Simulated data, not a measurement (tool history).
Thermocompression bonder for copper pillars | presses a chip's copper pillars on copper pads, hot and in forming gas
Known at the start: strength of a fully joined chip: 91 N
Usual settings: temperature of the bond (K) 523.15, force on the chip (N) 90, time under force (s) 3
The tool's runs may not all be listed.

| run | day | temperature of the bond (K) | force on the chip (N) | time under force (s) | force that shears a chip off (N) |
|---|---|---|---|---|---|
| 1 | 0.000 | 523.15 | 90 | 3 | 44.1 |
| 2 | 0.279 | 523.15 | 90 | 3 | 43.6 |
| 3 | 0.658 | 542.15 | 90 | 3 | 54.5 |
| 4 | 0.929 | 523.15 | 90 | 3 | 43.0 |
| 5 | 1.404 | 523.15 | 90 | 3 | 43.7 |
| 6 | 1.962 | 523.15 | 90 | 3 | 43.2 |
| 7 | 2.504 | 523.15 | 69 | 3 | 38.1 |
| 8 | 3.033 | 498.15 | 69 | 3 | 25.8 |
| 9 | 3.375 | 509.15 | 90 | 3 | 35.2 |
| 10 | 3.917 | 523.15 | 90 | 3 | 42.9 |
| 11 | 4.425 | 523.15 | 80 | 3 | 40.7 |
| 12 | 4.754 | 523.15 | 90 | 3 | 43.7 |
| 13 | 5.162 | 523.15 | 56 | 3 | 33.9 |
| 14 | 5.721 | 523.15 | 56 | 3 | 34.5 |
| 15 | 6.200 | 523.15 | 56 | 3 | 33.9 |
| 16 | 6.600 | 523.15 | 90 | 3 | 43.5 |
| 17 | 6.883 | 523.15 | 90 | 3 | 44.1 |
| 18 | 7.342 | 523.15 | 90 | 3 | 43.3 |
| 19 | 7.812 | 523.15 | 90 | 3 | 43.3 |
| 20 | 8.104 | 523.15 | 90 | 3 | 44.0 |
| 21 | 8.608 | 523.15 | 90 | 3 | 43.4 |
| 22 | 9.021 | 553.15 | 92 | 3 | 62.5 |
| 23 | 9.354 | 553.15 | 92 | 3 | 62.1 |
| 24 | 9.846 | 553.15 | 92 | 3 | 62.4 |
| 25 | 10.354 | 553.15 | 92 | 3 | 62.3 |
| 26 | 10.638 | 553.15 | 92 | 3 | 62.5 |
| 27 | 10.950 | 553.15 | 92 | 3 | 61.4 |
| 28 | 11.321 | 501.15 | 80 | 2 | 24.4 |
| 29 | 11.838 | 501.15 | 80 | 2 | 24.7 |
| 30 | 12.096 | 501.15 | 80 | 3 | 29.2 |
| 31 | 12.375 | 506.15 | 90 | 3 | 34.4 |
| 32 | 12.804 | 494.15 | 61 | 6 | 29.7 |
| 33 | 13.371 | 496.15 | 90 | 8 | 41.7 |
| 34 | 13.821 | 549.15 | 90 | 2 | 52.2 |
| 35 | 14.308 | 543.15 | 80 | 3 | 52.0 |
| 36 | 14.612 | 514.15 | 90 | 2 | 32.8 |
| 37 | 15.033 | 500.15 | 124 | 4 | 40.1 |
| 38 | 15.562 | 530.15 | 131 | 3 | 55.8 |
| 39 | 16.125 | 497.15 | 131 | 8 | 49.9 |

Taken out of this log: 2 entries between the listed runs. Where each belongs, and how the hidden state differs across it:
Between runs 7 and 8: heater calibrated with a thermocouple chip (day 2.762)
  true temperature of the bond over the reading, C: -0.1 -> 0; oxide that the forming gas leaves, % of the face: 0.59 -> 0.6
Between runs 26 and 27: forming gas filter changed (day 10.908)
  oxide that the forming gas leaves, % of the face: 0.7 -> 0.5
